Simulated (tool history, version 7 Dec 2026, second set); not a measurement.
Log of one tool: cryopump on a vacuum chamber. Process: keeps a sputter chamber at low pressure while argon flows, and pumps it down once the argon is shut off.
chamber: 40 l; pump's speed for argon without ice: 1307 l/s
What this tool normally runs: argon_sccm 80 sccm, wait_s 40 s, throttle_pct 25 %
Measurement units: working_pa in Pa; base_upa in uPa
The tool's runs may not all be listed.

{"run": 1, "day": 0.0, "argon_sccm": 80, "wait_s": 40, "throttle_pct": 25, "working_pa": 0.4197, "base_upa": 3.56}
{"run": 2, "day": 0.296, "argon_sccm": 80, "wait_s": 40, "throttle_pct": 25, "working_pa": 0.4224, "base_upa": 3.61}
{"run": 3, "day": 0.604, "argon_sccm": 80, "wait_s": 40, "throttle_pct": 25, "working_pa": 0.4204, "base_upa": 3.66}
{"run": 4, "day": 1.133, "argon_sccm": 80, "wait_s": 40, "throttle_pct": 25, "working_pa": 0.4215, "base_upa": 3.62}
{"run": 5, "day": 1.596, "argon_sccm": 80, "wait_s": 40, "throttle_pct": 25, "working_pa": 0.4205, "base_upa": 3.62}
{"run": 6, "day": 1.971, "argon_sccm": 80, "wait_s": 40, "throttle_pct": 25, "working_pa": 0.4197, "base_upa": 3.65}
{"run": 7, "day": 2.542, "argon_sccm": 80, "wait_s": 40, "throttle_pct": 25, "working_pa": 0.4227, "base_upa": 3.65}
{"run": 8, "day": 2.846, "argon_sccm": 80, "wait_s": 40, "throttle_pct": 25, "working_pa": 0.423, "base_upa": 3.74}
{"run": 9, "day": 3.242, "argon_sccm": 80, "wait_s": 40, "throttle_pct": 25, "working_pa": 0.4213, "base_upa": 3.66}
{"run": 10, "day": 3.821, "argon_sccm": 80, "wait_s": 40, "throttle_pct": 25, "working_pa": 0.4246, "base_upa": 3.69}
{"run": 11, "day": 4.179, "argon_sccm": 80, "wait_s": 40, "throttle_pct": 25, "working_pa": 0.4252, "base_upa": 3.66}
{"run": 12, "day": 4.767, "argon_sccm": 80, "wait_s": 40, "throttle_pct": 25, "working_pa": 0.4222, "base_upa": 3.73}
{"run": 13, "day": 5.283, "argon_sccm": 80, "wait_s": 40, "throttle_pct": 25, "working_pa": 0.4271, "base_upa": 3.75}
{"run": 14, "day": 5.738, "argon_sccm": 80, "wait_s": 124, "throttle_pct": 25, "working_pa": 0.4281, "base_upa": 2.1}
{"run": 15, "day": 6.154, "argon_sccm": 80, "wait_s": 124, "throttle_pct": 25, "working_pa": 0.4242, "base_upa": 2.08}
{"run": 16, "day": 6.479, "argon_sccm": 80, "wait_s": 29, "throttle_pct": 25, "working_pa": 0.4234, "base_upa": 4.69}
{"run": 17, "day": 6.8, "argon_sccm": 80, "wait_s": 29, "throttle_pct": 25, "working_pa": 0.4221, "base_upa": 4.73}
{"run": 18, "day": 7.225, "argon_sccm": 80, "wait_s": 37, "throttle_pct": 20, "working_pa": 0.5316, "base_upa": 3.83}
{"run": 19, "day": 7.808, "argon_sccm": 54, "wait_s": 51, "throttle_pct": 25, "working_pa": 0.2873, "base_upa": 3.22}
{"run": 20, "day": 8.088, "argon_sccm": 54, "wait_s": 51, "throttle_pct": 25, "working_pa": 0.2887, "base_upa": 3.28}
{"run": 21, "day": 8.729, "argon_sccm": 123, "wait_s": 89, "throttle_pct": 37, "working_pa": 0.4468, "base_upa": 2.46}
{"run": 22, "day": 9.004, "argon_sccm": 123, "wait_s": 89, "throttle_pct": 37, "working_pa": 0.448, "base_upa": 2.41}
{"run": 23, "day": 9.5, "argon_sccm": 123, "wait_s": 89, "throttle_pct": 37, "working_pa": 0.4517, "base_upa": 2.46}
{"run": 24, "day": 10.129, "argon_sccm": 156, "wait_s": 60, "throttle_pct": 15, "working_pa": 1.3674, "base_upa": 2.93}
{"run": 25, "day": 10.508, "argon_sccm": 80, "wait_s": 247, "throttle_pct": 21, "working_pa": 0.5061, "base_upa": 1.81}
{"run": 26, "day": 11.017, "argon_sccm": 158, "wait_s": 72, "throttle_pct": 26, "working_pa": 0.8098, "base_upa": 2.66}
{"run": 27, "day": 11.488, "argon_sccm": 75, "wait_s": 29, "throttle_pct": 40, "working_pa": 0.2541, "base_upa": 4.82}
{"run": 28, "day": 11.838, "argon_sccm": 84, "wait_s": 65, "throttle_pct": 55, "working_pa": 0.2134, "base_upa": 2.84}
{"run": 29, "day": 12.117, "argon_sccm": 122, "wait_s": 213, "throttle_pct": 34, "working_pa": 0.4852, "base_upa": 1.82}
{"run": 30, "day": 12.442, "argon_sccm": 80, "wait_s": 25, "throttle_pct": 25, "working_pa": 0.4287, "base_upa": 5.31}
{"run": 31, "day": 12.779, "argon_sccm": 80, "wait_s": 25, "throttle_pct": 25, "working_pa": 0.429, "base_upa": 5.22}
{"run": 32, "day": 13.15, "argon_sccm": 80, "wait_s": 27, "throttle_pct": 25, "working_pa": 0.4343, "base_upa": 4.91}
{"run": 33, "day": 13.588, "argon_sccm": 80, "wait_s": 26, "throttle_pct": 24, "working_pa": 0.4452, "base_upa": 5.05}

Each row is a separate what-if for the run after 33, all from the same tool condition, not one after another. Results?
{"run": "A", "day": 13.971, "argon_sccm": 74, "wait_s": 121, "throttle_pct": 24, "working_pa": "?", "base_upa": "?"}
{"run": "B", "day": 13.971, "argon_sccm": 88, "wait_s": 28, "throttle_pct": 38, "working_pa": "?", "base_upa": "?"}
{"run": "C", "day": 13.971, "argon_sccm": 44, "wait_s": 42, "throttle_pct": 34, "working_pa": "?", "base_upa": "?"}

run=A working_pa=0.4122 base_upa=2.28
run=B working_pa=0.3152 base_upa=4.69
run=C working_pa=0.1751 base_upa=3.6
With no hidden state in the tool, these same runs would have given:
run=A working_pa=0.3976 base_upa=1.06
run=B working_pa=0.2979 base_upa=3.53
run=C working_pa=0.1665 base_upa=2.43
